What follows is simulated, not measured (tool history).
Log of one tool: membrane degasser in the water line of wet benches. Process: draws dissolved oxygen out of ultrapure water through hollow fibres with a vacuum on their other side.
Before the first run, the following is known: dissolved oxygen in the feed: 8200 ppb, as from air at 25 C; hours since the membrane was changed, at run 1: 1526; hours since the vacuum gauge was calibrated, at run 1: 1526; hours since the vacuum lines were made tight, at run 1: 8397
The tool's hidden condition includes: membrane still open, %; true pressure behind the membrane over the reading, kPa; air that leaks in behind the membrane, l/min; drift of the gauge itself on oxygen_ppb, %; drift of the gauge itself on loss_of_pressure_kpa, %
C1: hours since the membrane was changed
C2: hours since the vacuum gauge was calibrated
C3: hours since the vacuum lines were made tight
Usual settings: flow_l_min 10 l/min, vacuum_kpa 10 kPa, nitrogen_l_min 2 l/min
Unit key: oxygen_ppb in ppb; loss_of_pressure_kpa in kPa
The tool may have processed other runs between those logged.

Run 1, day 0: usual settings; C1 1526; C2 1526; C3 8397. Result: oxygen_ppb 139 ppb, loss_of_pressure_kpa 32.78 kPa.
Run 2, day 7.892: usual settings; C1 1715; C2 1715; C3 8586. Result: oxygen_ppb 137.4 ppb, loss_of_pressure_kpa 32.66 kPa.
Run 3, day 16.588: usual settings; C1 1924; C2 1924; C3 8795. Result: oxygen_ppb 140.1 ppb, loss_of_pressure_kpa 33 kPa.
Run 4, day 24.929: usual settings; C1 2124; C2 2124; C3 8995. Result: oxygen_ppb 141.8 ppb, loss_of_pressure_kpa 32.98 kPa.
Run 5, day 32.246: usual settings; C1 2300; C2 2300; C3 9170. Result: oxygen_ppb 140.7 ppb, loss_of_pressure_kpa 32.83 kPa.
Run 6, day 41.546: usual settings but nitrogen_l_min 4.41 l/min; C1 2523; C2 2523; C3 9394. Result: oxygen_ppb 94.3 ppb, loss_of_pressure_kpa 32.9 kPa.
Run 7, day 47.067: usual settings but flow_l_min 7 l/min; C1 2656; C2 2656; C3 9526. Result: oxygen_ppb 79.2 ppb, loss_of_pressure_kpa 23.13 kPa.
At day 48.788: seals of the vacuum lines changed.
Run 8, day 52.488: usual settings but flow_l_min 7 l/min; C1 2784; C2 2784; C3 89. Result: oxygen_ppb 73.2 ppb, loss_of_pressure_kpa 23.21 kPa.
Run 9, day 60.221: usual settings but nitrogen_l_min 2.54 l/min; C1 2969; C2 2969; C3 274. Result: oxygen_ppb 119.2 ppb, loss_of_pressure_kpa 33.18 kPa.
Run 10, day 65.858: usual settings but nitrogen_l_min 2.54 l/min; C1 3105; C2 3105; C3 410. Result: oxygen_ppb 122.7 ppb, loss_of_pressure_kpa 33.03 kPa.
Run 11, day 74.496: usual settings but nitrogen_l_min 2.54 l/min; C1 3312; C2 3312; C3 617. Result: oxygen_ppb 121 ppb, loss_of_pressure_kpa 33.22 kPa.
Run 12, day 81.333: usual settings but flow_l_min 7 l/min, nitrogen_l_min 2.54 l/min; C1 3476; C2 3476; C3 781. Result: oxygen_ppb 62.4 ppb, loss_of_pressure_kpa 23.44 kPa.
Run 13, day 88.596: usual settings but flow_l_min 7 l/min, nitrogen_l_min 2.54 l/min; C1 3650; C2 3650; C3 955. Result: oxygen_ppb 63 ppb, loss_of_pressure_kpa 23.27 kPa.
Run 14, day 95.471: usual settings but flow_l_min 7 l/min, nitrogen_l_min 2.54 l/min; C1 3815; C2 3815; C3 1120. Result: oxygen_ppb 61.7 ppb, loss_of_pressure_kpa 22.86 kPa.
Run 15, day 102.229: usual settings but flow_l_min 7 l/min, nitrogen_l_min 2.54 l/min; C1 3977; C2 3977; C3 1283. Result: oxygen_ppb 64.7 ppb, loss_of_pressure_kpa 23.32 kPa.
Run 16, day 111.375: usual settings but flow_l_min 7 l/min, vacuum_kpa 18.9 kPa, nitrogen_l_min 2.54 l/min; C1 4197; C2 4197; C3 1502. Result: oxygen_ppb 122.8 ppb, loss_of_pressure_kpa 23.23 kPa.
Run 17, day 115.654: usual settings but flow_l_min 7 l/min, vacuum_kpa 18.9 kPa, nitrogen_l_min 2.54 l/min; C1 4300; C2 4300; C3 1605. Result: oxygen_ppb 120.8 ppb, loss_of_pressure_kpa 22.96 kPa.
Run 18, day 119.454: usual settings but nitrogen_l_min 5.18 l/min; C1 4391; C2 4391; C3 1696. Result: oxygen_ppb 91.4 ppb, loss_of_pressure_kpa 33.4 kPa.
Run 19, day 126.917: usual settings but flow_l_min 15 l/min, nitrogen_l_min 1.79 l/min; C1 4570; C2 4570; C3 1875. Result: oxygen_ppb 322.6 ppb, loss_of_pressure_kpa 50.09 kPa.
Run 20, day 132.488: usual settings but flow_l_min 15 l/min, vacuum_kpa 24.7 kPa, nitrogen_l_min 1.59 l/min; C1 4704; C2 4704; C3 2009. Result: oxygen_ppb 623.2 ppb, loss_of_pressure_kpa 50.38 kPa.
Run 21, day 139.496: usual settings but flow_l_min 15 l/min, vacuum_kpa 24.7 kPa, nitrogen_l_min 1.59 l/min; C1 4872; C2 4872; C3 2177. Result: oxygen_ppb 638.2 ppb, loss_of_pressure_kpa 50.23 kPa.
Run 22, day 145.838: usual settings but flow_l_min 15 l/min, vacuum_kpa 24.6 kPa, nitrogen_l_min 1.59 l/min; C1 5024; C2 5024; C3 2329. Result: oxygen_ppb 624.9 ppb, loss_of_pressure_kpa 49.98 kPa.
Run 23, day 151.529: usual settings but flow_l_min 12 l/min, nitrogen_l_min 2.84 l/min; C1 5161; C2 5161; C3 2466. Result: oxygen_ppb 170.3 ppb, loss_of_pressure_kpa 40.26 kPa.
Run 24, day 160.85: usual settings but flow_l_min 8 l/min, nitrogen_l_min 2.84 l/min; C1 5384; C2 5384; C3 2690. Result: oxygen_ppb 77 ppb, loss_of_pressure_kpa 26.67 kPa.
Run 25, day 168.146: usual settings but flow_l_min 8 l/min, vacuum_kpa 7.6 kPa, nitrogen_l_min 2.97 l/min; C1 5559; C2 5559; C3 2865. Result: oxygen_ppb 58 ppb, loss_of_pressure_kpa 26.98 kPa.
Run 26, day 177.058: usual settings but flow_l_min 7 l/min; C1 5773; C2 5773; C3 3079. Result: oxygen_ppb 77.1 ppb, loss_of_pressure_kpa 23.57 kPa.
Run 27, day 181.071: usual settings but flow_l_min 8 l/min, vacuum_kpa 24.8 kPa, nitrogen_l_min 1.27 l/min; C1 5870; C2 5870; C3 3175. Result: oxygen_ppb 352.1 ppb, loss_of_pressure_kpa 26.82 kPa.

3 ways to go on from here, each from the tool as it stands after run 27. What would each give?
Run A, day 188.238: usual settings but flow_l_min 11 l/min, vacuum_kpa 22.4 kPa, nitrogen_l_min 2.87 l/min; C1 6042; C2 6042; C3 3347. Result: oxygen_ppb ?, loss_of_pressure_kpa ?.
Run B, day 188.238: usual settings but flow_l_min 8 l/min, vacuum_kpa 24.8 kPa, nitrogen_l_min 1.55 l/min; C1 6042; C2 6042; C3 3347. Result: oxygen_ppb ?, loss_of_pressure_kpa ?.
Run C, day 188.238: usual settings but flow_l_min 7 l/min, vacuum_kpa 23.5 kPa, nitrogen_l_min 1.56 l/min; C1 6042; C2 6042; C3 3347. Result: oxygen_ppb ?, loss_of_pressure_kpa ?.

run  oxygen_ppb  loss_of_pressure_kpa
  A       259.4                 36.99
  B       299.1                 26.76
  C       242.9                 23.51
With the hidden condition removed and each run's random variation left untouched, the same runs would have given:
run  oxygen_ppb  loss_of_pressure_kpa
  A       241.7                 35.74
  B       283.7                 25.85
  C       229.7                 22.71
